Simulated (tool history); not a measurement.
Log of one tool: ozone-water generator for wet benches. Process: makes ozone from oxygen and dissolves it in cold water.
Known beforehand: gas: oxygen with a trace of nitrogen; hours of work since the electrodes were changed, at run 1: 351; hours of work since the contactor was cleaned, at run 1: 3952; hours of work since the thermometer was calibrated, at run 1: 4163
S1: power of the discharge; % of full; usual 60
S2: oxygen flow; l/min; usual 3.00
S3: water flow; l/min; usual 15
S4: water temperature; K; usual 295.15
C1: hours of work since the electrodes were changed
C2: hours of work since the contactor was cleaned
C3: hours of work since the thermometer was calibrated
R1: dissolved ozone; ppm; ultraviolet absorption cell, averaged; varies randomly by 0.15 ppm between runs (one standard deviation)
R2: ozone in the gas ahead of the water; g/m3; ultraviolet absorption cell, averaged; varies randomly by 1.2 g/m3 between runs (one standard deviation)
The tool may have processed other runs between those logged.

run    hour  S1    S2  S3      S4    C1    C2    C3    R1     R2
  1     0.0  60  3.00  15  295.15   351  3952  4163  18.5  223.4
  2    63.0  60  3.00  15  295.15   393  3994  4205  18.1  222.4
  3   121.3  62  3.00  15  295.15   432  4033  4244  18.9  227.0
  4   157.7  62  3.00  15  295.15   456  4057  4268  18.7  224.7
  5   202.8  62  3.00  15  295.15   486  4088  4298  18.6  226.8
  6   256.5  62  3.00  15  295.15   522  4123  4334  18.7  226.6
  7   302.9  62  3.00  15  295.15   553  4154  4365  18.5  225.5
  8   331.2  62  3.00  15  295.15   572  4173  4384  18.5  227.7
  9   357.8  62  3.00  15  295.15   590  4191  4401  18.4  225.6
 10   383.6  62  3.00  15  295.15   607  4208  4419  18.5  226.5
 11   442.7  62  3.00  17  295.15   646  4247  4458  16.4  223.4
 12   488.2  62  3.00  17  295.15   677  4278  4488  16.3  225.4
 13   517.0  62  3.00  17  295.15   696  4297  4508  16.4  223.2
 14   544.6  62  3.00  17  295.15   714  4315  4526  16.5  226.3
 15   604.8  62  3.00  17  295.15   754  4356  4566  16.6  226.2
 16   663.5  62  3.00  17  295.15   793  4395  4605  16.3  226.2
 17   706.0  62  3.00  17  295.15   822  4423  4634  16.5  225.9
 18   762.1  62  3.00  17  295.15   859  4460  4671  16.5  225.2
 19   799.9  62  3.00  17  295.15   884  4486  4696  16.2  223.3
      805.9  -- water thermometer calibrated
 20   854.4  62  3.00  17  295.15   920  4522    32  16.3  225.1
 21   916.9  60  3.00  15  295.15   962  4563    74  18.0  219.9
      938.8  -- water thermometer calibrated, once more
 22   977.8  58  4.26  16  297.15  1002  4604    26  15.5  170.2
 23  1040.5  80  4.26  18  290.15  1044  4645    68  18.3  201.7
 24  1098.2  80  4.26   9  290.15  1083  4684   106  31.5  201.4
 25  1146.6  88  2.48  13  290.15  1115  4716   139  27.1  302.4
 26  1196.6  88  2.48  13  290.15  1148  4750   172  26.7  301.8
 27  1226.1  69  2.25  17  290.15  1168  4769   192  18.3  286.2
 28  1281.9  47  3.00  15  295.15  1205  4806   229  15.6  194.3
 29  1324.7  62  3.00  15  289.15  1234  4835   257  19.5  222.4
 30  1372.3  49  2.82  10  288.15  1265  4867   289  24.9  205.4
 31  1414.4  79  2.82  22  288.15  1293  4895   317  15.1  261.8
 32  1468.9  77  3.24  11  292.15  1330  4931   353  27.1  235.5
 33  1511.6  60  3.00  11  292.15  1358  4960   382  24.1  219.3

What would each run have given without the hidden state, its run-to-run variation left as it was?
Unlogged tool condition in this case: yield of the discharge, % of new electrodes'; contactor's efficiency, % of a clean one's; true water temperature over the reading, C; drift of the gauge itself on ozone_ppm, %; drift of the gauge itself on gas_g_m3, %.
run    R1     R2
  1  19.8  224.9
  2  19.4  224.2
  3  20.2  229.1
  4  20.0  226.8
  5  19.9  229.1
  6  20.0  229.0
  7  19.9  228.2
  8  19.9  230.4
  9  19.7  228.4
 10  19.9  229.4
 11  17.7  226.5
 12  17.6  228.7
 13  17.8  226.5
 14  17.9  229.8
 15  18.0  229.9
 16  17.8  230.0
 17  17.9  229.9
 18  17.9  229.4
 19  17.7  227.6
 20  17.8  229.6
 21  19.7  224.4
 22  16.9  173.7
 23  20.2  206.9
 24  34.0  206.9
 25  29.7  311.2
 26  29.3  310.9
 27  20.2  294.0
 28  17.1  198.7
 29  21.4  228.5
 30  27.0  210.4
 31  16.9  270.4
 32  29.7  243.3
 33  26.4  225.8
